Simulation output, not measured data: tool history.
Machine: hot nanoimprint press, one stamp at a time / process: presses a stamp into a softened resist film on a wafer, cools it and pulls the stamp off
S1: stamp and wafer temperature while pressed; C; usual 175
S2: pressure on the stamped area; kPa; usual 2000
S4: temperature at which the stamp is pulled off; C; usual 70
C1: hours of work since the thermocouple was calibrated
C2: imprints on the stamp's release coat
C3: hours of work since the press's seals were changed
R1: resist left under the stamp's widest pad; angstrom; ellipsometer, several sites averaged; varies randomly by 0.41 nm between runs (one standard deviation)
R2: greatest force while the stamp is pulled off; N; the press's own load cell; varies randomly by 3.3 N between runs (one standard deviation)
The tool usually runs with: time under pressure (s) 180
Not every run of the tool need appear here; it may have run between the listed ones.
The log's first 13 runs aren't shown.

-- day=20.096 stamp cleaned and given a new release coat
run 14 day=20.733 | S1=177 S2=2000 time_under_pressure_(s)=180 S4=70 | C1=259 C2=87 C3=967 | R1=1574 R2=155
-- day=22.062 plate thermocouple calibrated
run 15 day=22.717 | S1=177 S2=2000 time_under_pressure_(s)=180 S4=70 | C1=12 C2=342 C3=1002 | R1=1573 R2=153
run 16 day=24.521 | S1=177 S2=2000 time_under_pressure_(s)=180 S4=70 | C1=46 C2=590 C3=1036 | R1=1578 R2=157
run 17 day=26.471 | S1=177 S2=1450 time_under_pressure_(s)=180 S4=70 | C1=83 C2=858 C3=1073 | R1=1845 R2=157
-- day=27.475 press's hydraulic seals changed and the load cell set to zero
run 18 day=28.508 | S1=177 S2=2330 time_under_pressure_(s)=180 S4=70 | C1=115 C2=1092 C3=19 | R1=1451 R2=157
-- day=29.542 stamp cleaned and given a new release coat
run 19 day=30.233 | S1=184 S2=2000 time_under_pressure_(s)=180 S4=70 | C1=143 C2=95 C3=47 | R1=1274 R2=154
run 20 day=31.683 | S1=184 S2=2000 time_under_pressure_(s)=180 S4=70 | C1=170 C2=294 C3=74 | R1=1277 R2=159
run 21 day=32.804 | S1=177 S2=2000 time_under_pressure_(s)=233 S4=70 | C1=191 C2=448 C3=96 | R1=1435 R2=158
run 22 day=34.112 | S1=173 S2=2310 time_under_pressure_(s)=149 S4=70 | C1=216 C2=627 C3=120 | R1=1768 R2=160
run 23 day=35.821 | S1=182 S2=2130 time_under_pressure_(s)=121 S4=62 | C1=248 C2=862 C3=152 | R1=1513 R2=181
run 24 day=36.75 | S1=175 S2=2000 time_under_pressure_(s)=134 S4=59 | C1=266 C2=989 C3=170 | R1=1853 R2=193
-- day=37.696 plate thermocouple calibrated
-- day=38.588 stamp cleaned and given a new release coat
run 25 day=38.996 | S1=175 S2=2000 time_under_pressure_(s)=134 S4=59 | C1=20 C2=57 C3=205 | R1=1855 R2=191
run 26 day=39.85 | S1=175 S2=2000 time_under_pressure_(s)=134 S4=59 | C1=36 C2=173 C3=221 | R1=1856 R2=191
run 27 day=41.633 | S1=175 S2=2000 time_under_pressure_(s)=106 S4=76 | C1=69 C2=418 C3=255 | R1=2008 R2=138
run 28 day=43.508 | S1=175 S2=2000 time_under_pressure_(s)=106 S4=76 | C1=105 C2=676 C3=290 | R1=2010 R2=141
run 29 day=44.521 | S1=174 S2=2000 time_under_pressure_(s)=180 S4=70 | C1=124 C2=815 C3=309 | R1=1738 R2=160
run 30 day=46.096 | S1=174 S2=2000 time_under_pressure_(s)=349 S4=75 | C1=153 C2=1031 C3=339 | R1=1375 R2=138

Predict each of these 3 candidate next runs independently; none follows another, all start after run 30:
-- day=47.421 stamp cleaned and given a new release coat
run A day=47.446 | S1=174 S2=2310 time_under_pressure_(s)=349 S4=68 | C1=174 C2=3 C3=359 | R1=? R2=?
-- day=47.421 stamp cleaned and given a new release coat
run B day=47.446 | S1=174 S2=2650 time_under_pressure_(s)=349 S4=75 | C1=174 C2=3 C3=359 | R1=? R2=?
-- day=47.421 stamp cleaned and given a new release coat
run C day=47.446 | S1=175 S2=2000 time_under_pressure_(s)=180 S4=63 | C1=174 C2=3 C3=359 | R1=? R2=?

run=A R1=1273 R2=168
run=B R1=1182 R2=142
run=C R1=1684 R2=182
With the hidden condition removed and each run's random variation left untouched, the same runs would have given:
run=A R1=1250 R2=168
run=B R1=1161 R2=142
run=C R1=1653 R2=182
